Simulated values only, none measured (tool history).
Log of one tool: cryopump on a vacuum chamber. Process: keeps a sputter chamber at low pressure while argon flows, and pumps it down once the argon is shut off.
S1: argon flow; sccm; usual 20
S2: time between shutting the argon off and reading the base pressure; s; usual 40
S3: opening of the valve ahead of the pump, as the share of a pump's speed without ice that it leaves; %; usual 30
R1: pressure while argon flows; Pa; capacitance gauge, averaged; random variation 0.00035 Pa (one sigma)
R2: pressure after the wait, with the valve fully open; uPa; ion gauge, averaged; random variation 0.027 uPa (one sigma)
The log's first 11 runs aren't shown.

{"run": 12, "hour": 192.9, "S1": 18, "S2": 40, "S3": 30, "R1": 0.0611, "R2": 1.57}
{"run": 13, "hour": 213.5, "S1": 18, "S2": 40, "S3": 30, "R1": 0.0609, "R2": 1.56}
{"run": 14, "hour": 225.5, "S1": 25, "S2": 40, "S3": 30, "R1": 0.0855, "R2": 1.58}
{"run": 15, "hour": 244.8, "S1": 25, "S2": 241, "S3": 30, "R1": 0.0846, "R2": 0.7}
{"run": 16, "hour": 257.1, "S1": 25, "S2": 241, "S3": 30, "R1": 0.0846, "R2": 0.7}
{"run": 17, "hour": 280.7, "S1": 25, "S2": 241, "S3": 30, "R1": 0.0855, "R2": 0.72}
{"run": 18, "hour": 293.3, "S1": 12, "S2": 237, "S3": 59, "R1": 0.0209, "R2": 0.7}
{"run": 19, "hour": 308.4, "S1": 12, "S2": 237, "S3": 59, "R1": 0.021, "R2": 0.72}
{"run": 20, "hour": 320.4, "S1": 22, "S2": 237, "S3": 59, "R1": 0.0386, "R2": 0.74}
{"run": 21, "hour": 334.5, "S1": 8, "S2": 43, "S3": 52, "R1": 0.0159, "R2": 1.5}

The next listed run, before its measurement:
{"run": 22, "hour": 360.7, "S1": 16, "S2": 245, "S3": 26, "R1": "?", "R2": "?"}

{"run 22": {"R1": 0.0626, "R2": 0.74}}
Without the tool's hidden state the same run would have given R1 0.0618 Pa, R2 0.39 uPa.

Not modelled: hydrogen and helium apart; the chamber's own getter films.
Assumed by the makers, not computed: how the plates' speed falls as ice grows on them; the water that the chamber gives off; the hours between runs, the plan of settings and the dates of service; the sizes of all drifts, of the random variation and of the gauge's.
